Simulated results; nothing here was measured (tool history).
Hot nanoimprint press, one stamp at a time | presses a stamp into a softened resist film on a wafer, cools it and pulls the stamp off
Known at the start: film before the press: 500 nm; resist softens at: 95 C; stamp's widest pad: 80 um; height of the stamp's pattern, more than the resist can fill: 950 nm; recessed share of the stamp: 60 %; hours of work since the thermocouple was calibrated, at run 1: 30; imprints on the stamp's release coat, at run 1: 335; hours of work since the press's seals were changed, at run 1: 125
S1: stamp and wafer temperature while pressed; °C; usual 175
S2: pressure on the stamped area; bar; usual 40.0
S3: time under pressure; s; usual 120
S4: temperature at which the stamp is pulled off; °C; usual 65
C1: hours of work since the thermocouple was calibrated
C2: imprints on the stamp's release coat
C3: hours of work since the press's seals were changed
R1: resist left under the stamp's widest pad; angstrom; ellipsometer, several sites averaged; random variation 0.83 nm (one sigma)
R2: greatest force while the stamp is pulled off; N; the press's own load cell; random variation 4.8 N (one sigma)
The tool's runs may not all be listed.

| run | hour | S1 | S2 | S3 | S4 | C1 | C2 | C3 | R1 | R2 |
|---|---|---|---|---|---|---|---|---|---|---|
| 1 | 0.0 | 175 | 40.0 | 120 | 65 | 30 | 335 | 125 | 1844 | 240 |
| 2 | 4.5 | 175 | 40.0 | 120 | 65 | 33 | 353 | 128 | 1827 | 248 |
| 3 | 11.3 | 175 | 39.2 | 120 | 65 | 38 | 380 | 133 | 1850 | 234 |
| 4 | 21.5 | 175 | 40.0 | 156 | 65 | 46 | 420 | 140 | 1670 | 232 |
| 5 | 28.2 | 175 | 40.0 | 156 | 65 | 50 | 447 | 145 | 1663 | 237 |
| 6 | 39.0 | 175 | 40.0 | 156 | 65 | 58 | 489 | 153 | 1655 | 240 |
| 7 | 44.7 | 175 | 40.0 | 103 | 66 | 62 | 512 | 157 | 1937 | 233 |
| 8 | 54.9 | 175 | 40.0 | 103 | 66 | 69 | 552 | 164 | 1921 | 239 |
| 9 | 60.8 | 175 | 40.0 | 93 | 61 | 73 | 575 | 168 | 1975 | 250 |
| 10 | 65.9 | 186 | 36.2 | 120 | 65 | 77 | 595 | 172 | 1445 | 237 |
| 11 | 72.8 | 169 | 27.0 | 168 | 65 | 82 | 622 | 177 | 2424 | 240 |

4 ways to go on from here, each from the tool as it stands after run 11. What would each give?
| A | 78.4 | 184 | 56.7 | 120 | 63 | 86 | 644 | 181 | ? | ? |
| B | 78.4 | 166 | 27.0 | 120 | 65 | 86 | 644 | 181 | ? | ? |
| C | 78.4 | 166 | 55.9 | 120 | 56 | 86 | 644 | 181 | ? | ? |
| D | 78.4 | 177 | 27.9 | 168 | 57 | 86 | 644 | 181 | ? | ? |

| run | R1 | R2 |
|---|---|---|
| A | 1152 | 244 |
| B | 2916 | 242 |
| C | 1978 | 248 |
| D | 1880 | 256 |
Without the tool's hidden state the same runs would have given:
| run | R1 | R2 |
|---|---|---|
| A | 1162 | 243 |
| B | 2941 | 241 |
| C | 1994 | 247 |
| D | 1895 | 254 |

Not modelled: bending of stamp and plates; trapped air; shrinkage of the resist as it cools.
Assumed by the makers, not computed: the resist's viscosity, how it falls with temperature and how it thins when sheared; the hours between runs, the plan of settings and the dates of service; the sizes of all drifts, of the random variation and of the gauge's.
